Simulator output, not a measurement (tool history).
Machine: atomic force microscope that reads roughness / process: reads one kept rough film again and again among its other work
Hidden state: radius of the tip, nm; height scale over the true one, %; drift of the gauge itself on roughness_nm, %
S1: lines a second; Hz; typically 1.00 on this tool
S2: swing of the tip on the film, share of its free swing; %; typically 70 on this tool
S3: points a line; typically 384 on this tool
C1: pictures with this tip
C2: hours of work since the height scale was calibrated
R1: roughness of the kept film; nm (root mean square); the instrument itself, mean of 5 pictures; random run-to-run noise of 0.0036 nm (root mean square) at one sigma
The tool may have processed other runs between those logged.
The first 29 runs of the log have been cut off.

{"run": 30, "hour": 717.6, "S1": 1.0, "S2": 64, "S3": 261, "C1": 202, "C2": 540, "R1": 2.112}
{"run": 31, "hour": 745.0, "S1": 1.28, "S2": 61, "S3": 596, "C1": 234, "C2": 556, "R1": 2.107}
{"run": 32, "hour": 778.9, "S1": 2.55, "S2": 68, "S3": 294, "C1": 275, "C2": 578, "R1": 1.962}
{"hour": 812.6, "done": "new tip fitted"}
{"run": 33, "hour": 812.6, "S1": 0.69, "S2": 89, "S3": 387, "C1": 0, "C2": 598, "R1": 2.065}
{"run": 34, "hour": 838.8, "S1": 0.69, "S2": 89, "S3": 387, "C1": 31, "C2": 614, "R1": 2.055}
{"run": 35, "hour": 857.7, "S1": 0.69, "S2": 89, "S3": 387, "C1": 54, "C2": 626, "R1": 2.048}
{"run": 36, "hour": 882.0, "S1": 0.69, "S2": 58, "S3": 668, "C1": 83, "C2": 641, "R1": 2.182}
{"run": 37, "hour": 898.8, "S1": 0.91, "S2": 70, "S3": 713, "C1": 103, "C2": 652, "R1": 2.12}
{"run": 38, "hour": 925.8, "S1": 0.91, "S2": 58, "S3": 572, "C1": 135, "C2": 668, "R1": 2.166}
{"run": 39, "hour": 951.5, "S1": 1.53, "S2": 89, "S3": 938, "C1": 165, "C2": 684, "R1": 1.863}
{"run": 40, "hour": 985.3, "S1": 1.59, "S2": 68, "S3": 960, "C1": 206, "C2": 705, "R1": 2.051}
{"run": 41, "hour": 1000.9, "S1": 0.59, "S2": 74, "S3": 624, "C1": 224, "C2": 715, "R1": 2.116}
{"run": 42, "hour": 1022.4, "S1": 0.51, "S2": 64, "S3": 384, "C1": 250, "C2": 728, "R1": 2.141}
{"run": 43, "hour": 1053.0, "S1": 0.76, "S2": 64, "S3": 633, "C1": 286, "C2": 747, "R1": 2.12}
{"hour": 1077.7, "done": "new tip fitted"}
{"run": 44, "hour": 1077.7, "S1": 1.32, "S2": 64, "S3": 753, "C1": 0, "C2": 762, "R1": 2.151}
{"run": 45, "hour": 1099.7, "S1": 1.82, "S2": 59, "S3": 983, "C1": 26, "C2": 776, "R1": 2.146}
{"run": 46, "hour": 1118.6, "S1": 1.07, "S2": 58, "S3": 400, "C1": 49, "C2": 788, "R1": 2.176}
{"run": 47, "hour": 1141.8, "S1": 1.07, "S2": 58, "S3": 400, "C1": 76, "C2": 802, "R1": 2.175}
{"run": 48, "hour": 1157.4, "S1": 1.07, "S2": 58, "S3": 400, "C1": 95, "C2": 812, "R1": 2.163}
{"run": 49, "hour": 1178.3, "S1": 1.61, "S2": 77, "S3": 303, "C1": 120, "C2": 825, "R1": 1.998}
{"run": 50, "hour": 1199.8, "S1": 1.14, "S2": 80, "S3": 384, "C1": 145, "C2": 838, "R1": 2.029}
{"run": 51, "hour": 1216.0, "S1": 0.66, "S2": 89, "S3": 384, "C1": 164, "C2": 848, "R1": 2.049}

Each row is a separate what-if for the run after 51, all from the same tool condition, not one after another. Results?
{"run": "A", "hour": 1232.1, "S1": 1.91, "S2": 77, "S3": 727, "C1": 184, "C2": 858, "R1": "?"}
{"run": "B", "hour": 1232.1, "S1": 1.12, "S2": 63, "S3": 286, "C1": 184, "C2": 858, "R1": "?"}
{"run": "C", "hour": 1232.1, "S1": 1.05, "S2": 60, "S3": 257, "C1": 184, "C2": 858, "R1": "?"}
{"run": "D", "hour": 1232.1, "S1": 1.0, "S2": 70, "S3": 355, "C1": 184, "C2": 858, "R1": "?"}
{"run": "E", "hour": 1232.1, "S1": 1.97, "S2": 56, "S3": 384, "C1": 184, "C2": 858, "R1": "?"}

run=A R1=1.961
run=B R1=2.128
run=C R1=2.139
run=D R1=2.105
run=E R1=2.118
With the hidden condition removed and each run's random variation left untouched, the same runs would have given:
run=A R1=1.977
run=B R1=2.146
run=C R1=2.156
run=D R1=2.123
run=E R1=2.136

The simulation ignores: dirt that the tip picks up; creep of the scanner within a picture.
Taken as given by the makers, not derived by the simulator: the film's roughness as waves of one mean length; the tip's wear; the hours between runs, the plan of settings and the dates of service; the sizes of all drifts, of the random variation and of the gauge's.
